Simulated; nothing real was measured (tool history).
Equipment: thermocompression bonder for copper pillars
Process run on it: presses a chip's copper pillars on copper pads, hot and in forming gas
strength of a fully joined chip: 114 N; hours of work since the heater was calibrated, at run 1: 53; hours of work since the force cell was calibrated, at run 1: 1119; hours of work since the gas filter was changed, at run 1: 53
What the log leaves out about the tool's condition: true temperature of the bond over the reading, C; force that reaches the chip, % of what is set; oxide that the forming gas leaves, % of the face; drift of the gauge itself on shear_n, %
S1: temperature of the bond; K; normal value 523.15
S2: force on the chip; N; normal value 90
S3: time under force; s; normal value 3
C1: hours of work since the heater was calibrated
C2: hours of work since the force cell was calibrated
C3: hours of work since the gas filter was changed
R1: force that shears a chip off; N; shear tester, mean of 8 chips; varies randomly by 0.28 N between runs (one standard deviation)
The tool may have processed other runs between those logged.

Run 1, day 0: usual settings; C1 53; C2 1119; C3 53. Result: R1 81.4 N.
Run 2, day 2.146: usual settings; C1 90; C2 1156; C3 90. Result: R1 80 N.
At day 3.329: forming gas filter changed.
Run 3, day 5.767: usual settings; C1 151; C2 1217; C3 42. Result: R1 81.1 N.
Run 4, day 8.742: usual settings; C1 202; C2 1268; C3 92. Result: R1 79.2 N.
At day 9.742: forming gas filter changed.
Run 5, day 12.092: usual settings but S1 534.15 K; C1 259; C2 1325; C3 40. Result: R1 88.8 N.
Run 6, day 14.275: usual settings; C1 297; C2 1362; C3 77. Result: R1 79.3 N.
At day 16.221: forming gas filter changed.
Run 7, day 16.712: usual settings; C1 338; C2 1403; C3 8. Result: R1 81.4 N.
Run 8, day 19.7: usual settings; C1 389; C2 1455; C3 60. Result: R1 80.3 N.
At day 22.625: forming gas filter changed.
Run 9, day 22.625: usual settings; C1 439; C2 1504; C3 0. Result: R1 81.9 N.
At day 23.658: force cell calibrated.
Run 10, day 26.167: usual settings; C1 498; C2 43; C3 59. Result: R1 77.5 N.
Run 11, day 28.271: usual settings but S1 507.15 K; C1 534; C2 79; C3 95. Result: R1 63.8 N.
At day 29.233: forming gas filter changed.
Run 12, day 31.371: usual settings but S1 507.15 K; C1 587; C2 131; C3 37. Result: R1 64.3 N.
Run 13, day 34.55: usual settings but S1 501.15 K; C1 641; C2 186; C3 91. Result: R1 57.5 N.
At day 35.704: forming gas filter changed.
Run 14, day 36.454: usual settings but S1 501.15 K; C1 673; C2 218; C3 13. Result: R1 59.2 N.
Run 15, day 39.304: usual settings; C1 722; C2 267; C3 62. Result: R1 76.4 N.
At day 42.304: forming gas filter changed.
Run 16, day 42.725: usual settings; C1 780; C2 325; C3 7. Result: R1 78.1 N.
Run 17, day 45.425: usual settings; C1 826; C2 371; C3 53. Result: R1 76 N.
At day 47.679: heater calibrated with a thermocouple chip.
Run 18, day 47.679: usual settings; C1 0; C2 408; C3 90. Result: R1 78.3 N.
At day 48.992: forming gas filter changed.
Run 19, day 49.558: usual settings but S1 527.15 K; C1 32; C2 440; C3 10. Result: R1 83 N.
Run 20, day 52.612: usual settings but S1 527.15 K; C1 84; C2 492; C3 62. Result: R1 81.9 N.
Run 21, day 54.388: usual settings but S1 527.15 K, S2 97 N, S3 4 s; C1 114; C2 522; C3 92. Result: R1 88.4 N.
At day 55.533: forming gas filter changed.
Run 22, day 56.5: usual settings but S1 508.15 K, S2 114 N, S3 5 s; C1 150; C2 558; C3 17. Result: R1 86.6 N.
Run 23, day 58.233: usual settings but S1 552.15 K; C1 180; C2 588; C3 46. Result: R1 97.6 N.
Run 24, day 60.65: usual settings but S1 552.15 K; C1 221; C2 629; C3 87. Result: R1 95.8 N.
At day 61.979: forming gas filter changed.
Run 25, day 62.629: usual settings but S1 552.15 K; C1 255; C2 663; C3 11. Result: R1 98.8 N.
Run 26, day 65.554: usual settings but S1 541.15 K, S3 6 s; C1 304; C2 713; C3 61. Result: R1 100.8 N.
Run 27, day 68.179: usual settings but S1 541.15 K, S2 75 N, S3 4 s; C1 349; C2 757; C3 106. Result: R1 87.6 N.
At day 68.392: forming gas filter changed.
Run 28, day 70.4: usual settings but S1 520.15 K, S2 69 N, S3 8 s; C1 387; C2 795; C3 34. Result: R1 85.5 N.
Run 29, day 72.683: usual settings but S1 520.15 K, S2 69 N, S3 8 s; C1 426; C2 834; C3 73. Result: R1 84.7 N.
At day 74.792: forming gas filter changed.
Run 30, day 75.612: usual settings but S1 536.15 K, S2 75 N; C1 476; C2 884; C3 14. Result: R1 82.2 N.
Run 31, day 79.371: usual settings but S1 494.15 K, S2 61 N, S3 7 s; C1 540; C2 948; C3 78. Result: R1 55.6 N.
Run 32, day 81.012: usual settings but S1 552.15 K, S2 88 N, S3 5 s; C1 568; C2 976; C3 106. Result: R1 100.2 N.
At day 81.188: forming gas filter changed.
Run 33, day 84.533: usual settings but S1 552.15 K, S2 88 N, S3 5 s; C1 628; C2 1036; C3 57. Result: R1 102.3 N.
At day 87.588: forming gas filter changed.
Run 34, day 87.658: usual settings but S1 552.15 K, S2 88 N, S3 5 s; C1 681; C2 1089; C3 1. Result: R1 104.8 N.
Run 35, day 89.896: usual settings but S1 552.15 K, S2 55 N, S3 8 s; C1 719; C2 1127; C3 39. Result: R1 97.9 N.
Run 36, day 91.762: usual settings but S1 552.15 K, S2 55 N, S3 8 s; C1 751; C2 1159; C3 71. Result: R1 96.9 N.
At day 94.046: forming gas filter changed.
Run 37, day 94.046: usual settings but S1 552.15 K, S2 55 N, S3 8 s; C1 790; C2 1198; C3 0. Result: R1 98.8 N.

Below are 4 alternative next runs, each starting from the tool's condition after run 37. Predict each:
Run A, day 95.804: usual settings but S1 538.15 K, S2 107 N, S3 7 s; C1 820; C2 1228; C3 30. Result: R1 ?.
Run B, day 95.804: usual settings but S3 2 s; C1 820; C2 1228; C3 30. Result: R1 ?.
Run C, day 95.804: usual settings but S1 540.15 K, S2 55 N, S3 8 s; C1 820; C2 1228; C3 30. Result: R1 ?.
Run D, day 95.804: usual settings but S1 518.15 K, S2 91 N, S3 4 s; C1 820; C2 1228; C3 30. Result: R1 ?.

run     R1
  A  105.1
  B   68.7
  C   91.3
  D   79.8
With no hidden state in the tool, these same runs would have given:
run     R1
  A  107.6
  B   72.3
  C   94.5
  D   83.6

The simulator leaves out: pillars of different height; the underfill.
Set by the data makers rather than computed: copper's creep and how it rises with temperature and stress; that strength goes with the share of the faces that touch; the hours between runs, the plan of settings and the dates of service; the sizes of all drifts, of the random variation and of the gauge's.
